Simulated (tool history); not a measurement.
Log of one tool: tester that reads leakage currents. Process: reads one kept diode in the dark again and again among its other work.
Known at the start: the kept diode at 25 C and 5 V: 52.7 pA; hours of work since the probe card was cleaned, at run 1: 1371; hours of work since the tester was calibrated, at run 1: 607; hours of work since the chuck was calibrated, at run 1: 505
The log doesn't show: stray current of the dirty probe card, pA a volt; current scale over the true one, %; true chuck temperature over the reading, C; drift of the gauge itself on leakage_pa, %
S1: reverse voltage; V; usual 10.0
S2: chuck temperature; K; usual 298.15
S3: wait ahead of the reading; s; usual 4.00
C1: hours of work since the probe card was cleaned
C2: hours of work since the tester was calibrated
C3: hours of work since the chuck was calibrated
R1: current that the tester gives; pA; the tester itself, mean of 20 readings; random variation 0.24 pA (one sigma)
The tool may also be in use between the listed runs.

| run | hour | S1 | S2 | S3 | C1 | C2 | C3 | R1 |
|---|---|---|---|---|---|---|---|---|
| 1 | 0.0 | 10.0 | 298.15 | 4.00 | 1371 | 607 | 505 | 78.91 |
| 2 | 66.9 | 18.1 | 298.15 | 4.00 | 1404 | 640 | 538 | 111.12 |
| 3 | 118.1 | 18.1 | 298.15 | 4.00 | 1429 | 665 | 563 | 110.96 |
| 4 | 176.8 | 18.1 | 298.15 | 4.00 | 1458 | 694 | 592 | 110.30 |
| 5 | 234.6 | 10.0 | 298.15 | 4.00 | 1486 | 722 | 620 | 78.94 |
| 6 | 263.5 | 10.0 | 298.15 | 4.00 | 1501 | 736 | 635 | 78.91 |
|  | 315.7 | probe card cleaned and baked |
| 7 | 325.9 | 3.4 | 298.15 | 4.00 | 5 | 766 | 664 | 42.39 |
| 8 | 388.1 | 3.4 | 298.15 | 4.00 | 36 | 796 | 694 | 42.34 |
| 9 | 442.4 | 10.0 | 298.15 | 4.00 | 62 | 823 | 721 | 78.66 |
| 10 | 509.2 | 10.0 | 298.15 | 4.00 | 95 | 856 | 754 | 78.77 |
| 11 | 549.9 | 10.0 | 298.15 | 4.00 | 115 | 876 | 774 | 78.68 |
| 12 | 617.4 | 10.0 | 298.15 | 4.00 | 148 | 909 | 807 | 78.49 |
| 13 | 652.9 | 10.0 | 298.15 | 4.00 | 166 | 926 | 824 | 78.46 |
| 14 | 681.3 | 10.0 | 298.15 | 4.00 | 179 | 940 | 838 | 78.39 |
| 15 | 735.0 | 10.0 | 298.15 | 3.47 | 206 | 966 | 864 | 78.51 |
| 16 | 784.8 | 10.0 | 298.15 | 3.47 | 230 | 991 | 889 | 78.58 |
| 17 | 842.5 | 10.0 | 298.15 | 3.47 | 259 | 1019 | 917 | 78.25 |
| 18 | 905.7 | 10.0 | 298.15 | 4.00 | 290 | 1050 | 948 | 78.50 |
| 19 | 946.3 | 10.0 | 298.15 | 0.38 | 309 | 1070 | 968 | 80.96 |
| 20 | 977.4 | 8.7 | 298.15 | 0.38 | 325 | 1085 | 983 | 74.38 |
| 21 | 1015.7 | 2.9 | 322.15 | 0.38 | 344 | 1104 | 1002 | 289.92 |
| 22 | 1061.2 | 10.0 | 306.15 | 0.61 | 366 | 1126 | 1025 | 159.86 |
| 23 | 1093.5 | 4.2 | 308.15 | 3.83 | 382 | 1142 | 1040 | 114.40 |
| 24 | 1126.8 | 4.2 | 308.15 | 3.83 | 398 | 1159 | 1057 | 114.54 |
| 25 | 1180.3 | 4.2 | 308.15 | 3.83 | 424 | 1185 | 1083 | 114.49 |
| 26 | 1244.8 | 3.4 | 308.15 | 3.83 | 456 | 1217 | 1115 | 101.29 |
| 27 | 1273.3 | 3.4 | 308.15 | 3.83 | 470 | 1231 | 1129 | 101.38 |
| 28 | 1320.8 | 3.4 | 308.15 | 3.83 | 493 | 1254 | 1152 | 101.62 |
| 29 | 1389.6 | 3.4 | 308.15 | 3.83 | 527 | 1288 | 1186 | 101.48 |
| 30 | 1433.4 | 3.1 | 313.15 | 0.36 | 549 | 1309 | 1207 | 146.72 |
| 31 | 1465.0 | 3.1 | 323.15 | 6.00 | 564 | 1325 | 1223 | 322.72 |
| 32 | 1508.0 | 10.0 | 301.15 | 3.73 | 585 | 1346 | 1244 | 102.85 |
| 33 | 1538.7 | 10.0 | 330.15 | 1.97 | 600 | 1361 | 1259 | 1069.10 |
| 34 | 1577.0 | 10.0 | 330.15 | 1.97 | 619 | 1380 | 1278 | 1068.94 |
| 35 | 1639.9 | 13.3 | 298.15 | 4.00 | 650 | 1410 | 1309 | 92.60 |
| 36 | 1688.8 | 1.8 | 303.15 | 8.24 | 674 | 1435 | 1333 | 46.21 |
| 37 | 1717.4 | 11.1 | 306.15 | 1.63 | 688 | 1449 | 1347 | 168.49 |
| 38 | 1763.1 | 11.1 | 298.15 | 0.92 | 710 | 1471 | 1369 | 84.62 |
| 39 | 1829.5 | 3.7 | 298.15 | 0.41 | 743 | 1504 | 1402 | 45.15 |
| 40 | 1884.7 | 12.1 | 323.15 | 4.93 | 770 | 1531 | 1429 | 704.50 |

Measured less the same run without the tool's hidden state. The same run-to-run variation is in both; the gauge's scatter may not be:
| run | R1 |
|---|---|
| 1 | +0.18 |
| 2 | +0.34 |
| 3 | +0.34 |
| 4 | +0.34 |
| 5 | +0.19 |
| 6 | +0.18 |
| 7 | -0.02 |
| 8 | -0.02 |
| 9 | -0.03 |
| 10 | -0.03 |
| 11 | -0.03 |
| 12 | -0.02 |
| 13 | -0.02 |
| 14 | -0.02 |
| 15 | -0.02 |
| 16 | -0.02 |
| 17 | -0.01 |
| 18 | -0.01 |
| 19 | -0.01 |
| 20 | -0.01 |
| 21 | -0.18 |
| 22 | -0.06 |
| 23 | -0.06 |
| 24 | -0.07 |
| 25 | -0.06 |
| 26 | -0.06 |
| 27 | -0.06 |
| 28 | -0.07 |
| 29 | -0.06 |
| 30 | -0.11 |
| 31 | -0.25 |
| 32 | -0.01 |
| 33 | -0.82 |
| 34 | -0.84 |
| 35 | +0.04 |
| 36 | -0.03 |
| 37 | -0.06 |
| 38 | +0.02 |
| 39 | -0.01 |
| 40 | -0.58 |

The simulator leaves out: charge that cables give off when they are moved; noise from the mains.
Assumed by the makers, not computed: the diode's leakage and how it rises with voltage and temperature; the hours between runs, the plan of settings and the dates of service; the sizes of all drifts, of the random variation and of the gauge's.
